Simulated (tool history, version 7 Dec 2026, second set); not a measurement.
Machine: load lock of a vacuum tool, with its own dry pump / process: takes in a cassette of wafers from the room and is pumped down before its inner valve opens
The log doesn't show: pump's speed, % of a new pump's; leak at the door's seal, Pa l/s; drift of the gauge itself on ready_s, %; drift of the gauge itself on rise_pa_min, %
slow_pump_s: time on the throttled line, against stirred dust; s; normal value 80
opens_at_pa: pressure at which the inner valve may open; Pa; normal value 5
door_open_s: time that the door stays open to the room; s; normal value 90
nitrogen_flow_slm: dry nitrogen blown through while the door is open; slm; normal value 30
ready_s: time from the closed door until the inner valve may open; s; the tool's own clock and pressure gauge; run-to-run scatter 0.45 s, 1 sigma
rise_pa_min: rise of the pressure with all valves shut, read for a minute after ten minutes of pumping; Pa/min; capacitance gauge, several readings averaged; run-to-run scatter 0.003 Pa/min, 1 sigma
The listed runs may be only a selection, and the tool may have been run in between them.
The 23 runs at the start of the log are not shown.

| run | hour | slow_pump_s | opens_at_pa | door_open_s | nitrogen_flow_slm | hours that the pump has run since its overhaul | times that the door has closed on its seal | incoming humidity of the room's air, % | ready_s | rise_pa_min |
|---|---|---|---|---|---|---|---|---|---|---|
| 24 | 2227.1 | 155 | 4 | 125 | 21 | 10234 | 30385 | 45.8 | 199.2 | 0.019 |
| 25 | 2330.5 | 45 | 4 | 67 | 22 | 10337 | 30859 | 42.9 | 108.5 | 0.013 |
| 26 | 2391.2 | 45 | 6 | 67 | 22 | 10398 | 31137 | 43.3 | 105.3 | 0.015 |
| 27 | 2503 | 80 | 6 | 79 | 30 | 10510 | 31650 | 45 | 135.6 | 0.018 |
| 28 | 2564.5 | 46 | 8 | 90 | 10 | 10571 | 31932 | 45.7 | 105 | 0.016 |
| 29 | 2640.3 | 151 | 7 | 90 | 6 | 10647 | 32280 | 43.7 | 192.4 | 0.029 |
| 30 | 2769 | 151 | 7 | 30 | 6 | 10776 | 32870 | 46.7 | 193.1 | 0.018 |
| 31 | 2823.8 | 80 | 5 | 162 | 8 | 10831 | 33122 | 45.1 | 135.8 | 0.04 |
| 32 | 2940.7 | 119 | 9 | 90 | 24 | 10948 | 33658 | 47.6 | 162.9 | 0.02 |
| 33 | 3051.1 | 133 | 8 | 73 | 5 | 11058 | 34164 | 46 | 176.3 | 0.02 |
| 34 | 3108.2 | 133 | 8 | 73 | 5 | 11115 | 34426 | 47.9 | 176.4 | 0.031 |
| 35 | 3162.4 | 80 | 5 | 90 | 30 | 11169 | 34675 | 49.5 | 135.5 | 0.018 |
| 36 | 3242.7 | 80 | 5 | 90 | 30 | 11250 | 35043 | 45 | 135.5 | 0.021 |

3 options for the next run, each taken on its own from the tool as it stands now. Forecast them:
| A | 3330.5 | 80 | 9 | 164 | 30 | 11337 | 35445 | 44.8 | ? | ? |
| B | 3330.5 | 156 | 5 | 90 | 30 | 11337 | 35445 | 47.1 | ? | ? |
| C | 3330.5 | 63 | 5 | 90 | 30 | 11337 | 35445 | 45.6 | ? | ? |

| run | ready_s | rise_pa_min |
|---|---|---|
| A | 131.6 | 0.019 |
| B | 199.6 | 0.014 |
| C | 121.9 | 0.013 |
Take away the tool's hidden state, keep each run's random variation, and the runs would have read:
| run | ready_s | rise_pa_min |
|---|---|---|
| A | 131.6 | 0.018 |
| B | 199.6 | 0.013 |
| C | 121.9 | 0.012 |
